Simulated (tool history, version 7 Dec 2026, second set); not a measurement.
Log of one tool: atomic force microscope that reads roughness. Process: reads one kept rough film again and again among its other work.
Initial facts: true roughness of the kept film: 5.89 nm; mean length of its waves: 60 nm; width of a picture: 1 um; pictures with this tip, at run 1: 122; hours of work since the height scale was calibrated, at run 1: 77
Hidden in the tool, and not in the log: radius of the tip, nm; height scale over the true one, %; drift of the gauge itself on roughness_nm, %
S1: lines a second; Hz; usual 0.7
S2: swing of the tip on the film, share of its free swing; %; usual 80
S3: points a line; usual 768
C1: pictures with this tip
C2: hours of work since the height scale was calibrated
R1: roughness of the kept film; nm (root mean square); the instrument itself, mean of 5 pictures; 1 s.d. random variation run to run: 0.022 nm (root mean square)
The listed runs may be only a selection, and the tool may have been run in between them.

run   hour     S1  S2   S3   C1   C2     R1
  1      0    0.7  80  768  122   77  5.343
  2    7.9    0.7  80  768  133   81  5.285
  3   11.6    0.7  80  768  138   82  5.325
  4   18.3    0.7  80  768  147   85  5.321
  5   26.6    0.7  80  768  159   88  5.332
  6   34.8  1.943  80  768  170   92  5.099
  7   41.9  1.943  80  768  180   94  5.056
  8   48.7  1.943  80  768  189   97  5.072
  9   53.6  1.943  80  768  196   99  5.055
 10   59.4  1.347  80  768  204  102  5.107
 11   66.2  1.355  80  768  213  104  5.134
 12   72.8  1.355  80  768  222  107  5.114
 13   78.2  1.355  80  768  230  109   5.08
      82.1  -- new tip fitted
 14   84.1  1.355  80  768    2  111  5.408
 15   88.4    0.7  80  768    8  113  5.516
 16   97.3  0.696  80  768   21  117  5.459
 17  102.5    0.7  80  768   28  119  5.488
 18  110.8  3.684  80  768   39  122  5.036
 19  118.4    0.7  74  768   50  125   5.48
 20  123.5    0.7  74  768   57  127  5.479
     124.9  -- height scale calibrated on a step standard
 21  131.5    0.7  74  768   66    3  5.466
 22  138.2    0.7  74  768   76    5  5.429
 23  143.2    0.7  80  768   82    7  5.357
     145.5  -- height scale calibrated on a step standard, once more
 24  153.4  1.182  74  639   95    3  5.346
 25  161.9  0.731  67  276  107    7  5.417
 26  170.4  1.445  80  588  118   10  5.254
 27  174.1  1.445  80  588  124   12  5.241
 28  179.4  2.732  82  588  131   14  5.027
 29  188.6  1.696  81  483  144   18  5.099
 30  197.5    0.7  71  429  156   21   5.31
 31  203.4    0.7  71  429  164   24   5.24
 32  208.4    0.7  83  944  171   26  5.245
 33  217.2    0.7  83  944  183   29  5.242
 34  221.7    0.7  58  944  189   31  5.302
 35  227.3  0.776  58  312  197   33  5.322
 36  234.2    0.7  59  768  206   36  5.282
 37  241.1    0.7  66  768  216   39  5.241
 38  248.7    0.7  63  768  226   42  5.248
     255.4  -- new tip fitted
 39  256.5    0.7  63  768    1   45  5.541
 40  261.7  0.628  63  768    9   47  5.569
 41  267.3  0.628  63  768   16   49  5.567
 42  273.3  0.628  63  768   25   52  5.554
 43  280.5  3.902  80  557   34   55  4.958
 44  285.9  3.902  80  557   42   57   4.98
 45  294.9  0.606  81  541   54   61  5.373

Predict each of these 5 candidate next runs independently; none follows another, all start after run 45:
  A  303.4   0.67  90  541  66  64   ?
  B  303.4  0.571  80  768  66  64   ?
  C  303.4  1.644  79  889  66  64   ?
  D  303.4  2.217  81  428  66  64   ?
  E  303.4  3.763  80  444  66  64   ?

run     R1
  A  5.332
  B  5.447
  C  5.254
  D  5.165
  E  5.007
Had the tool no hidden state, the same runs would have come out as:
run     R1
  A  5.443
  B   5.56
  C  5.363
  D  5.273
  E  5.111

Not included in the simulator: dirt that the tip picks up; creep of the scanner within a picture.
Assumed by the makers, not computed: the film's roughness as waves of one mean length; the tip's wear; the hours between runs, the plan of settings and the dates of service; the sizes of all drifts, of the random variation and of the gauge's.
